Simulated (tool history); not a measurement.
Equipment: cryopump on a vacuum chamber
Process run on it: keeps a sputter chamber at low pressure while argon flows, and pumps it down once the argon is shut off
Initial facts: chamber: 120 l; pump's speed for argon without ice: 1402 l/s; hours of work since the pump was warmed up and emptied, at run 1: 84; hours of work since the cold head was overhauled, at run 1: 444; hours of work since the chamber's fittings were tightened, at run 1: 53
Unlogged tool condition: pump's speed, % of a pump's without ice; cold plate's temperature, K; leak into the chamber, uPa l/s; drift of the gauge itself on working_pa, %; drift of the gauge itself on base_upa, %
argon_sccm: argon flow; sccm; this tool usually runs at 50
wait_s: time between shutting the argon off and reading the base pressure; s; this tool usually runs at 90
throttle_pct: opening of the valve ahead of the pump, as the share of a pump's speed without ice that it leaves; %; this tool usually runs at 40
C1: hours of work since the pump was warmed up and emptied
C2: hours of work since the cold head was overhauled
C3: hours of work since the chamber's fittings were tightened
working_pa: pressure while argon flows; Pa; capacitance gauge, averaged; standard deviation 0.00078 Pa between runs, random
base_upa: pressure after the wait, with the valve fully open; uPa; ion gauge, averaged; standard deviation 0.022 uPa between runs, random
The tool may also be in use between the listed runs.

run 1 hour=0 | argon_sccm=50 wait_s=90 throttle_pct=40 | C1=84 C2=444 C3=53 | working_pa=0.157 base_upa=0.67
run 2 hour=40.1 | argon_sccm=84 wait_s=90 throttle_pct=40 | C1=107 C2=468 C3=77 | working_pa=0.2647 base_upa=0.73
run 3 hour=63.8 | argon_sccm=84 wait_s=90 throttle_pct=40 | C1=121 C2=482 C3=91 | working_pa=0.2693 base_upa=0.76
run 4 hour=87.6 | argon_sccm=84 wait_s=90 throttle_pct=40 | C1=135 C2=496 C3=105 | working_pa=0.2697 base_upa=0.79
run 5 hour=137.5 | argon_sccm=84 wait_s=90 throttle_pct=40 | C1=165 C2=526 C3=135 | working_pa=0.273 base_upa=0.82
run 6 hour=191.8 | argon_sccm=84 wait_s=90 throttle_pct=40 | C1=197 C2=558 C3=167 | working_pa=0.279 base_upa=0.84
run 7 hour=225.5 | argon_sccm=84 wait_s=90 throttle_pct=40 | C1=217 C2=578 C3=187 | working_pa=0.2803 base_upa=0.93
run 8 hour=252.4 | argon_sccm=50 wait_s=90 throttle_pct=16 | C1=233 C2=594 C3=203 | working_pa=0.3927 base_upa=0.98
run 9 hour=307 | argon_sccm=50 wait_s=24 throttle_pct=40 | C1=265 C2=626 C3=235 | working_pa=0.1717 base_upa=1.83
run 10 hour=347.4 | argon_sccm=50 wait_s=24 throttle_pct=40 | C1=289 C2=650 C3=259 | working_pa=0.1765 base_upa=1.97
run 11 hour=402 | argon_sccm=50 wait_s=24 throttle_pct=40 | C1=321 C2=682 C3=291 | working_pa=0.1781 base_upa=2.03
-- hour=444.8 pump warmed up, emptied and cooled again
run 12 hour=445.3 | argon_sccm=50 wait_s=24 throttle_pct=40 | C1=0 C2=705 C3=314 | working_pa=0.1514 base_upa=1.77
run 13 hour=472.4 | argon_sccm=50 wait_s=90 throttle_pct=40 | C1=16 C2=721 C3=330 | working_pa=0.1545 base_upa=0.93
run 14 hour=501.2 | argon_sccm=50 wait_s=90 throttle_pct=40 | C1=33 C2=738 C3=347 | working_pa=0.1526 base_upa=0.93
run 15 hour=538.3 | argon_sccm=50 wait_s=90 throttle_pct=40 | C1=55 C2=760 C3=369 | working_pa=0.1552 base_upa=1.01
run 16 hour=577.9 | argon_sccm=50 wait_s=90 throttle_pct=40 | C1=79 C2=783 C3=392 | working_pa=0.1563 base_upa=1.01
run 17 hour=630.5 | argon_sccm=50 wait_s=90 throttle_pct=44 | C1=110 C2=814 C3=423 | working_pa=0.1445 base_upa=1.08
run 18 hour=664.5 | argon_sccm=50 wait_s=90 throttle_pct=44 | C1=130 C2=834 C3=444 | working_pa=0.146 base_upa=1.12
run 19 hour=715.4 | argon_sccm=50 wait_s=90 throttle_pct=44 | C1=160 C2=864 C3=474 | working_pa=0.1485 base_upa=1.27
run 20 hour=768.2 | argon_sccm=50 wait_s=90 throttle_pct=44 | C1=191 C2=896 C3=505 | working_pa=0.1509 base_upa=1.25
run 21 hour=816.3 | argon_sccm=33 wait_s=30 throttle_pct=52 | C1=220 C2=924 C3=533 | working_pa=0.0873 base_upa=1.97
run 22 hour=852.7 | argon_sccm=39 wait_s=66 throttle_pct=18 | C1=241 C2=946 C3=555 | working_pa=0.2767 base_upa=1.56
run 23 hour=900.2 | argon_sccm=39 wait_s=66 throttle_pct=18 | C1=269 C2=974 C3=583 | working_pa=0.2774 base_upa=1.6
run 24 hour=938 | argon_sccm=39 wait_s=66 throttle_pct=18 | C1=292 C2=996 C3=605 | working_pa=0.2823 base_upa=1.59
run 25 hour=976 | argon_sccm=39 wait_s=66 throttle_pct=18 | C1=314 C2=1018 C3=628 | working_pa=0.2814 base_upa=1.68
-- hour=1033.6 pump warmed up, emptied and cooled again
run 26 hour=1035.8 | argon_sccm=80 wait_s=183 throttle_pct=59 | C1=1 C2=1051 C3=660 | working_pa=0.165 base_upa=1.13
run 27 hour=1058.5 | argon_sccm=80 wait_s=183 throttle_pct=59 | C1=15 C2=1064 C3=674 | working_pa=0.1676 base_upa=1.1
run 28 hour=1089.5 | argon_sccm=68 wait_s=183 throttle_pct=37 | C1=33 C2=1083 C3=692 | working_pa=0.2251 base_upa=1.16
run 29 hour=1129.5 | argon_sccm=82 wait_s=158 throttle_pct=28 | C1=57 C2=1106 C3=716 | working_pa=0.3621 base_upa=1.27
run 30 hour=1173.5 | argon_sccm=82 wait_s=158 throttle_pct=28 | C1=83 C2=1132 C3=742 | working_pa=0.3654 base_upa=1.3
run 31 hour=1228.2 | argon_sccm=82 wait_s=158 throttle_pct=28 | C1=115 C2=1165 C3=774 | working_pa=0.3658 base_upa=1.39
run 32 hour=1278.7 | argon_sccm=82 wait_s=158 throttle_pct=28 | C1=145 C2=1195 C3=804 | working_pa=0.3703 base_upa=1.43
run 33 hour=1308.5 | argon_sccm=50 wait_s=90 throttle_pct=19 | C1=163 C2=1212 C3=821 | working_pa=0.3282 base_upa=1.63
run 34 hour=1358.9 | argon_sccm=66 wait_s=62 throttle_pct=22 | C1=192 C2=1242 C3=851 | working_pa=0.3809 base_upa=1.86

Forecast each of these 4 alternatives for the next run:
run A hour=1402.2 | argon_sccm=21 wait_s=80 throttle_pct=16 | C1=218 C2=1268 C3=877 | working_pa=? base_upa=?
run B hour=1402.2 | argon_sccm=28 wait_s=36 throttle_pct=40 | C1=218 C2=1268 C3=877 | working_pa=? base_upa=?
run C hour=1402.2 | argon_sccm=70 wait_s=79 throttle_pct=17 | C1=218 C2=1268 C3=877 | working_pa=? base_upa=?
run D hour=1402.2 | argon_sccm=66 wait_s=268 throttle_pct=28 | C1=218 C2=1268 C3=877 | working_pa=? base_upa=?

run=A working_pa=0.1651 base_upa=1.82
run=B working_pa=0.094 base_upa=2.23
run=C working_pa=0.5236 base_upa=1.83
run=D working_pa=0.3064 base_upa=1.57
What these runs would have given with no unlogged condition in the tool:
run=A working_pa=0.1579 base_upa=0.56
run=B working_pa=0.0844 base_upa=0.97
run=C working_pa=0.4995 base_upa=0.57
run=D working_pa=0.2839 base_upa=0.33
